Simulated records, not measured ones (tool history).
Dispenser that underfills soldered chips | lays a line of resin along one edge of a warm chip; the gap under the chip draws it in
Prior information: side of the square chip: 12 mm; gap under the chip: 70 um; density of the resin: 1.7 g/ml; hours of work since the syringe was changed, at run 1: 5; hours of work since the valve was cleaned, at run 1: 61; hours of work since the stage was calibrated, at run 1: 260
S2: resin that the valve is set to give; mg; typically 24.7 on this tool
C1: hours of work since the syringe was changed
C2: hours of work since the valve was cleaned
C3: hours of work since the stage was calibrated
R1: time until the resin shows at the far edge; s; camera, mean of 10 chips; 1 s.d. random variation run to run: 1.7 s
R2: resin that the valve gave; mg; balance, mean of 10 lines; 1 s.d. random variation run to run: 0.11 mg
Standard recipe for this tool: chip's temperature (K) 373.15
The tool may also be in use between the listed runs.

Run 1, day 0.000: usual settings; C1 5; C2 61; C3 260. Result: R1 252.1 s, R2 23.44 mg.
At day 0.175: new syringe of resin.
Run 2, day 0.275: usual settings but chip's temperature (K) 367.15; C1 1; C2 65; C3 264. Result: R1 254.1 s, R2 23.26 mg.
Run 3, day 0.612: usual settings but chip's temperature (K) 367.15; C1 6; C2 70; C3 269. Result: R1 362.8 s, R2 22.97 mg.
At day 0.679: new syringe of resin.
Run 4, day 0.892: usual settings but chip's temperature (K) 359.15; C1 3; C2 74; C3 273. Result: R1 403.8 s, R2 23.13 mg.
At day 1.183: new syringe of resin.
Run 5, day 1.338: usual settings but chip's temperature (K) 359.15; C1 2; C2 80; C3 279. Result: R1 376.0 s, R2 22.88 mg.
At day 1.696: new syringe of resin.
Run 6, day 1.796: usual settings but S2 30.2 mg; C1 1; C2 87; C3 286. Result: R1 195.1 s, R2 27.67 mg.
Run 7, day 2.062: usual settings but chip's temperature (K) 382.15, S2 30.2 mg; C1 5; C2 91; C3 290. Result: R1 189.6 s, R2 27.73 mg.
At day 2.212: new syringe of resin.
Run 8, day 2.504: usual settings but chip's temperature (K) 382.15, S2 30.2 mg; C1 4; C2 97; C3 296. Result: R1 170.1 s, R2 27.66 mg.
At day 2.721: new syringe of resin.
Run 9, day 3.000: usual settings; C1 4; C2 104; C3 303. Result: R1 245.3 s, R2 22.25 mg.
At day 3.212: new syringe of resin.
Run 10, day 3.342: usual settings; C1 2; C2 109; C3 308. Result: R1 210.6 s, R2 22.17 mg.
At day 3.712: new syringe of resin.
Run 11, day 3.779: usual settings but S2 26.3 mg; C1 1; C2 115; C3 314. Result: R1 193.8 s, R2 23.65 mg.
At day 3.975: dispensing valve cleaned and set on the balance.
Run 12, day 4.075: usual settings but S2 21.6 mg; C1 5; C2 1; C3 318. Result: R1 267.1 s, R2 21.64 mg.
At day 4.283: new syringe of resin.
Run 13, day 4.529: usual settings but S2 21.6 mg; C1 4; C2 8; C3 325. Result: R1 245.4 s, R2 21.39 mg.
At day 4.783: new syringe of resin.
Run 14, day 4.946: usual settings but chip's temperature (K) 375.15, S2 21.6 mg; C1 2; C2 14; C3 331. Result: R1 204.0 s, R2 21.33 mg.
At day 5.283: new syringe of resin.
Run 15, day 5.292: usual settings but S2 23.4 mg; C1 0; C2 19; C3 335. Result: R1 183.9 s, R2 23.23 mg.
Run 16, day 5.504: usual settings but S2 23.4 mg; C1 3; C2 22; C3 339. Result: R1 229.0 s, R2 23.00 mg.
At day 5.808: new syringe of resin.
Run 17, day 5.996: usual settings but S2 23.4 mg; C1 3; C2 29; C3 346. Result: R1 225.1 s, R2 22.84 mg.
Run 18, day 6.204: usual settings but S2 23.4 mg; C1 6; C2 32; C3 349. Result: R1 285.1 s, R2 22.85 mg.
At day 6.304: new syringe of resin.
Run 19, day 6.679: usual settings but S2 23.4 mg; C1 6; C2 39; C3 356. Result: R1 281.8 s, R2 22.43 mg.
At day 6.808: new syringe of resin.
Run 20, day 7.083: usual settings but S2 23.4 mg; C1 4; C2 45; C3 361. Result: R1 246.9 s, R2 22.25 mg.
At day 7.308: new syringe of resin.
Run 21, day 7.433: usual settings but S2 23.4 mg; C1 2; C2 50; C3 366. Result: R1 213.2 s, R2 22.11 mg.
Run 22, day 7.779: usual settings but S2 23.4 mg; C1 7; C2 55; C3 371. Result: R1 321.3 s, R2 22.17 mg.
At day 7.838: new syringe of resin.
Run 23, day 8.033: usual settings but chip's temperature (K) 374.15, S2 29.2 mg; C1 3; C2 58; C3 375. Result: R1 206.2 s, R2 27.66 mg.
At day 8.333: new syringe of resin.
Run 24, day 8.371: usual settings but chip's temperature (K) 374.15, S2 29.2 mg; C1 1; C2 63; C3 380. Result: R1 176.8 s, R2 27.46 mg.
At day 8.862: new syringe of resin.
Run 25, day 8.867: usual settings but chip's temperature (K) 367.15, S2 27.1 mg; C1 0; C2 70; C3 387. Result: R1 231.8 s, R2 25.57 mg.
At day 9.233: stage's temperature calibrated.
Run 26, day 9.338: usual settings but S2 27.6 mg; C1 6; C2 77; C3 2. Result: R1 270.0 s, R2 25.74 mg.
At day 9.396: new syringe of resin.
Run 27, day 9.821: usual settings but chip's temperature (K) 366.15; C1 6; C2 83; C3 9. Result: R1 364.1 s, R2 22.97 mg.
At day 9.929: new syringe of resin.
Run 28, day 10.183: usual settings but chip's temperature (K) 375.15, S2 29.3 mg; C1 4; C2 89; C3 14. Result: R1 203.5 s, R2 26.83 mg.
At day 10.433: new syringe of resin.
Run 29, day 10.592: usual settings but chip's temperature (K) 363.15, S2 25.3 mg; C1 2; C2 94; C3 19. Result: R1 302.3 s, R2 23.26 mg.
Run 30, day 10.800: usual settings but chip's temperature (K) 381.15, S2 28.3 mg; C1 5; C2 98; C3 23. Result: R1 187.5 s, R2 25.78 mg.
At day 10.929: new syringe of resin.
Run 31, day 11.296: usual settings but S2 21.9 mg; C1 5; C2 105; C3 30. Result: R1 268.1 s, R2 19.80 mg.
At day 11.421: new syringe of resin.
Run 32, day 11.696: usual settings but chip's temperature (K) 382.15, S2 21.2 mg; C1 4; C2 110; C3 35. Result: R1 175.1 s, R2 19.00 mg.
At day 11.933: new syringe of resin.
Run 33, day 12.121: usual settings but chip's temperature (K) 382.15, S2 21.2 mg; C1 3; C2 116; C3 41. Result: R1 158.2 s, R2 19.08 mg.
At day 12.254: dispensing valve cleaned and set on the balance.
Run 34, day 12.433: usual settings but chip's temperature (K) 365.15, S2 23.2 mg; C1 7; C2 3; C3 45. Result: R1 384.4 s, R2 23.09 mg.
At day 12.492: new syringe of resin.
Run 35, day 12.667: usual settings but chip's temperature (K) 361.15, S2 23.2 mg; C1 3; C2 6; C3 49. Result: R1 332.9 s, R2 23.02 mg.
Run 36, day 12.942: usual settings but chip's temperature (K) 361.15, S2 23.2 mg; C1 7; C2 10; C3 53. Result: R1 456.3 s, R2 22.86 mg.

Hidden state at the last listed run before each entry between runs and at the first one after, where it differs:
After run 1, before run 2: new syringe of resin (day 0.175)
  resin's viscosity, % of fresh resin's: 141.9 -> 110.9; dose that the valve gives, % of what is set: 94.29 -> 93.99; true chip temperature over the reading, C: -1.25 -> -1.27
  measured less the result without the state, R1: +84.9 -> +39.5 s; R2: -1.42 -> -1.49 mg
After run 3, before run 4: new syringe of resin (day 0.679)
  resin's viscosity, % of fresh resin's: 161.3 -> 126.6; dose that the valve gives, % of what is set: 93.59 -> 93.23; true chip temperature over the reading, C: -1.29 -> -1.31
  measured less the result without the state, R1: +152.5 -> +106.7 s; R2: -1.58 -> -1.68 mg
After run 4, before run 5: new syringe of resin (day 1.183)
  resin's viscosity, % of fresh resin's: 126.6 -> 117.7; dose that the valve gives, % of what is set: 93.23 -> 92.7; true chip temperature over the reading, C: -1.31 -> -1.34
  measured less the result without the state, R1: +106.7 -> +79.3 s; R2: -1.68 -> -1.80 mg
After run 5, before run 6: new syringe of resin (day 1.696)
  resin's viscosity, % of fresh resin's: 117.7 -> 113.7; dose that the valve gives, % of what is set: 92.7 -> 92.1; true chip temperature over the reading, C: -1.34 -> -1.37
  measured less the result without the state, R1: +79.3 -> +33.5 s; R2: -1.80 -> -2.38 mg
After run 7, before run 8: new syringe of resin (day 2.212)
  resin's viscosity, % of fresh resin's: 152.9 -> 137.6; dose that the valve gives, % of what is set: 91.74 -> 91.19; true chip temperature over the reading, C: -1.39 -> -1.41
  measured less the result without the state, R1: +72.4 -> +53.7 s; R2: -2.50 -> -2.67 mg
After run 8, before run 9: new syringe of resin (day 2.721)
  resin's viscosity, % of fresh resin's: 137.6 -> 136.7; dose that the valve gives, % of what is set: 91.19 -> 90.57; true chip temperature over the reading, C: -1.41 -> -1.44
  measured less the result without the state, R1: +53.7 -> +79.7 s; R2: -2.67 -> -2.31 mg
After run 9, before run 10: new syringe of resin (day 3.212)
  resin's viscosity, % of fresh resin's: 136.7 -> 115.1; dose that the valve gives, % of what is set: 90.57 -> 90.09; true chip temperature over the reading, C: -1.44 -> -1.47
  measured less the result without the state, R1: +79.7 -> +42.2 s; R2: -2.31 -> -2.44 mg
After run 10, before run 11: new syringe of resin (day 3.712)
  resin's viscosity, % of fresh resin's: 115.1 -> 106.2; dose that the valve gives, % of what is set: 90.09 -> 89.51; true chip temperature over the reading, C: -1.47 -> -1.5
  measured less the result without the state, R1: +42.2 -> +25.2 s; R2: -2.44 -> -2.77 mg
After run 11, before run 12: dispensing valve cleaned and set on the balance (day 3.975)
  resin's viscosity, % of fresh resin's: 106.2 -> 141; dose that the valve gives, % of what is set: 89.51 -> 99.77; true chip temperature over the reading, C: -1.5 -> -1.51
  measured less the result without the state, R1: +25.2 -> +88.5 s; R2: -2.77 -> -0.05 mg
After run 12, before run 13: new syringe of resin (day 4.283)
  resin's viscosity, % of fresh resin's: 141 -> 132.3; dose that the valve gives, % of what is set: 99.77 -> 99.22; true chip temperature over the reading, C: -1.51 -> -1.54
  measured less the result without the state, R1: +88.5 -> +71.2 s; R2: -0.05 -> -0.17 mg
After run 13, before run 14: new syringe of resin (day 4.783)
  resin's viscosity, % of fresh resin's: 132.3 -> 120.5; dose that the valve gives, % of what is set: 99.22 -> 98.67; true chip temperature over the reading, C: -1.54 -> -1.57
  measured less the result without the state, R1: +71.2 -> +45.5 s; R2: -0.17 -> -0.29 mg
After run 14, before run 15: new syringe of resin (day 5.283)
  resin's viscosity, % of fresh resin's: 120.5 -> 100.3; dose that the valve gives, % of what is set: 98.67 -> 98.18; true chip temperature over the reading, C: -1.57 -> -1.59
  measured less the result without the state, R1: +45.5 -> +12.4 s; R2: -0.29 -> -0.43 mg
After run 16, before run 17: new syringe of resin (day 5.808)
  resin's viscosity, % of fresh resin's: 127.5 -> 123.3; dose that the valve gives, % of what is set: 97.89 -> 97.24; true chip temperature over the reading, C: -1.6 -> -1.63
  measured less the result without the state, R1: +61.1 -> +55.1 s; R2: -0.50 -> -0.65 mg
After run 18, before run 19: new syringe of resin (day 6.304)
  resin's viscosity, % of fresh resin's: 155.7 -> 153.4; dose that the valve gives, % of what is set: 96.96 -> 96.37; true chip temperature over the reading, C: -1.65 -> -1.68
  measured less the result without the state, R1: +114.7 -> +111.3 s; R2: -0.71 -> -0.84 mg
After run 19, before run 20: new syringe of resin (day 6.808)
  resin's viscosity, % of fresh resin's: 153.4 -> 135.1; dose that the valve gives, % of what is set: 96.37 -> 95.82; true chip temperature over the reading, C: -1.68 -> -1.7
  measured less the result without the state, R1: +111.3 -> +77.9 s; R2: -0.84 -> -0.97 mg
After run 20, before run 21: new syringe of resin (day 7.308)
  resin's viscosity, % of fresh resin's: 135.1 -> 116; dose that the valve gives, % of what is set: 95.82 -> 95.36; true chip temperature over the reading, C: -1.7 -> -1.72
  measured less the result without the state, R1: +77.9 -> +43.5 s; R2: -0.97 -> -1.07 mg
After run 22, before run 23: new syringe of resin (day 7.838)
  resin's viscosity, % of fresh resin's: 170.3 -> 122; dose that the valve gives, % of what is set: 94.89 -> 94.55; true chip temperature over the reading, C: -1.75 -> -1.76
  measured less the result without the state, R1: +147.7 -> +49.2 s; R2: -1.20 -> -1.59 mg
After run 23, before run 24: new syringe of resin (day 8.333)
  resin's viscosity, % of fresh resin's: 122 -> 104.7; dose that the valve gives, % of what is set: 94.55 -> 94.13; true chip temperature over the reading, C: -1.76 -> -1.79
  measured less the result without the state, R1: +49.2 -> +20.3 s; R2: -1.59 -> -1.71 mg
After run 24, before run 25: new syringe of resin (day 8.862)
  resin's viscosity, % of fresh resin's: 104.7 -> 100.7; dose that the valve gives, % of what is set: 94.13 -> 93.51; true chip temperature over the reading, C: -1.79 -> -1.82
  measured less the result without the state, R1: +20.3 -> +20.0 s; R2: -1.71 -> -1.77 mg
After run 25, before run 26: stage's temperature calibrated (day 9.233)
  resin's viscosity, % of fresh resin's: 100.7 -> 161.9; dose that the valve gives, % of what is set: 93.51 -> 92.91; true chip temperature over the reading, C: -1.82 -> 0.11
  measured less the result without the state, R1: +20.0 -> +104.0 s; R2: -1.77 -> -1.97 mg
After run 26, before run 27: new syringe of resin (day 9.396)
  resin's viscosity, % of fresh resin's: 161.9 -> 160.2; dose that the valve gives, % of what is set: 92.91 -> 92.32; true chip temperature over the reading, C: 0.11 -> 0.08
  measured less the result without the state, R1: +104.0 -> +140.2 s; R2: -1.97 -> -1.90 mg
After run 27, before run 28: new syringe of resin (day 9.929)
  resin's viscosity, % of fresh resin's: 160.2 -> 133.9; dose that the valve gives, % of what is set: 92.32 -> 91.85; true chip temperature over the reading, C: 0.08 -> 0.06
  measured less the result without the state, R1: +140.2 -> +52.5 s; R2: -1.90 -> -2.39 mg
After run 28, before run 29: new syringe of resin (day 10.433)
  resin's viscosity, % of fresh resin's: 133.9 -> 119.8; dose that the valve gives, % of what is set: 91.85 -> 91.31; true chip temperature over the reading, C: 0.06 -> 0.03
  measured less the result without the state, R1: +52.5 -> +54.5 s; R2: -2.39 -> -2.20 mg
After run 30, before run 31: new syringe of resin (day 10.929)
  resin's viscosity, % of fresh resin's: 151 -> 151.3; dose that the valve gives, % of what is set: 90.98 -> 90.36; true chip temperature over the reading, C: 0.02 -> -0.01
  measured less the result without the state, R1: +64.8 -> +97.9 s; R2: -2.56 -> -2.11 mg
After run 31, before run 32: new syringe of resin (day 11.421)
  resin's viscosity, % of fresh resin's: 151.3 -> 136; dose that the valve gives, % of what is set: 90.36 -> 89.85; true chip temperature over the reading, C: -0.01 -> -0.04
  measured less the result without the state, R1: +97.9 -> +52.3 s; R2: -2.11 -> -2.16 mg
After run 32, before run 33: new syringe of resin (day 11.933)
  resin's viscosity, % of fresh resin's: 136 -> 122.1; dose that the valve gives, % of what is set: 89.85 -> 89.32; true chip temperature over the reading, C: -0.04 -> -0.06
  measured less the result without the state, R1: +52.3 -> +35.0 s; R2: -2.16 -> -2.27 mg
After run 33, before run 34: dispensing valve cleaned and set on the balance (day 12.254)
  resin's viscosity, % of fresh resin's: 122.1 -> 165.1; dose that the valve gives, % of what is set: 89.32 -> 99.58; true chip temperature over the reading, C: -0.06 -> -0.08
  measured less the result without the state, R1: +35.0 -> +152.7 s; R2: -2.27 -> -0.10 mg
After run 34, before run 35: new syringe of resin (day 12.492)
  resin's viscosity, % of fresh resin's: 165.1 -> 121.1; dose that the valve gives, % of what is set: 99.58 -> 99.29; true chip temperature over the reading, C: -0.08 -> -0.09
  measured less the result without the state, R1: +152.7 -> +59.6 s; R2: -0.10 -> -0.17 mg
